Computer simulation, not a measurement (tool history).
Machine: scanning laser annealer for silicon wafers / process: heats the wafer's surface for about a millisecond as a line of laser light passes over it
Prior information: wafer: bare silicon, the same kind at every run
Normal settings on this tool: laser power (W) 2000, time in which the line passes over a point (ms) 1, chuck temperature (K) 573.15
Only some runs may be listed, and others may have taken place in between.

| run | hour | laser power (W) | time in which the line passes over a point (ms) | chuck temperature (K) | highest temperature of the surface (K) |
|---|---|---|---|---|---|
| 1 | 0 | 2000 | 1 | 573.15 | 1326.15 |
| 2 | 12.7 | 2000 | 1 | 573.15 | 1327.15 |
| 3 | 28.7 | 2000 | 1 | 573.15 | 1326.15 |
| 4 | 41.2 | 2000 | 1 | 540.15 | 1295.15 |
|  | 61.2 | window over the wafer cleaned |
| 5 | 65.6 | 1900 | 1 | 573.15 | 1279.15 |
| 6 | 87 | 1900 | 1 | 573.15 | 1284.15 |
| 7 | 100.8 | 1900 | 1 | 573.15 | 1279.15 |
| 8 | 116.7 | 2000 | 1 | 581.15 | 1335.15 |
| 9 | 137.8 | 2000 | 1 | 581.15 | 1334.15 |
| 10 | 155.3 | 2126 | 1 | 573.15 | 1391.15 |
| 11 | 172 | 1910 | 1 | 573.15 | 1287.15 |
| 12 | 184.3 | 2000 | 0.93 | 573.15 | 1301.15 |
| 13 | 198.2 | 2000 | 1 | 573.15 | 1324.15 |
| 14 | 211.1 | 2000 | 1 | 573.15 | 1325.15 |
| 15 | 224.2 | 2000 | 0.98 | 573.15 | 1321.15 |
| 16 | 239.4 | 2000 | 0.98 | 573.15 | 1320.15 |
| 17 | 252.2 | 2000 | 0.99 | 573.15 | 1325.15 |
| 18 | 277 | 2000 | 0.99 | 573.15 | 1326.15 |
| 19 | 301.5 | 2000 | 0.99 | 573.15 | 1326.15 |
| 20 | 322.6 | 2000 | 1 | 573.15 | 1328.15 |
| 21 | 336.2 | 2000 | 1.19 | 573.15 | 1389.15 |
| 22 | 357.6 | 2000 | 1 | 593.15 | 1348.15 |
| 23 | 377.6 | 2000 | 1.03 | 563.15 | 1327.15 |
| 24 | 397.8 | 2000 | 1 | 587.15 | 1339.15 |
| 25 | 411.9 | 2000 | 0.85 | 573.15 | 1274.15 |
| 26 | 432.7 | 2066 | 1 | 611.15 | 1403.15 |
| 27 | 449.8 | 1966 | 1 | 611.15 | 1350.15 |
| 28 | 472.3 | 2000 | 0.81 | 579.15 | 1269.15 |
| 29 | 483.8 | 2000 | 0.81 | 579.15 | 1270.15 |
| 30 | 507.3 | 2000 | 0.81 | 579.15 | 1268.15 |
| 31 | 534.7 | 2000 | 1.02 | 579.15 | 1338.15 |
| 32 | 561.8 | 2000 | 0.97 | 603.15 | 1347.15 |
| 33 | 573.7 | 2109 | 0.91 | 556.15 | 1330.15 |
| 34 | 598.8 | 2000 | 0.86 | 573.15 | 1279.15 |
| 35 | 615.3 | 2000 | 0.86 | 573.15 | 1278.15 |
| 36 | 641.2 | 2000 | 1 | 606.15 | 1361.15 |
| 37 | 662.9 | 2000 | 1 | 606.15 | 1363.15 |
| 38 | 685.7 | 1809 | 1 | 569.15 | 1231.15 |
| 39 | 705.9 | 1818 | 1.07 | 603.15 | 1289.15 |
| 40 | 731.1 | 2188 | 1 | 573.15 | 1416.15 |

5 ways to go on from here, each from the tool as it stands after run 40. What would each give?
| A | 742.7 | 2188 | 1 | 564.15 | ? |
| B | 742.7 | 2188 | 1 | 561.15 | ? |
| C | 742.7 | 1958 | 0.79 | 609.15 | ? |
| D | 742.7 | 2028 | 1 | 573.15 | ? |
| E | 742.7 | 1776 | 1 | 581.15 | ? |

| run | highest temperature of the surface (K) |
|---|---|
| A | 1410.15 |
| B | 1408.15 |
| C | 1270.15 |
| D | 1339.15 |
| E | 1227.15 |
With no hidden state in the tool, these same runs would have given:
| run | highest temperature of the surface (K) |
|---|---|
| A | 1411.15 |
| B | 1409.15 |
| C | 1271.15 |
| D | 1339.15 |
| E | 1228.15 |
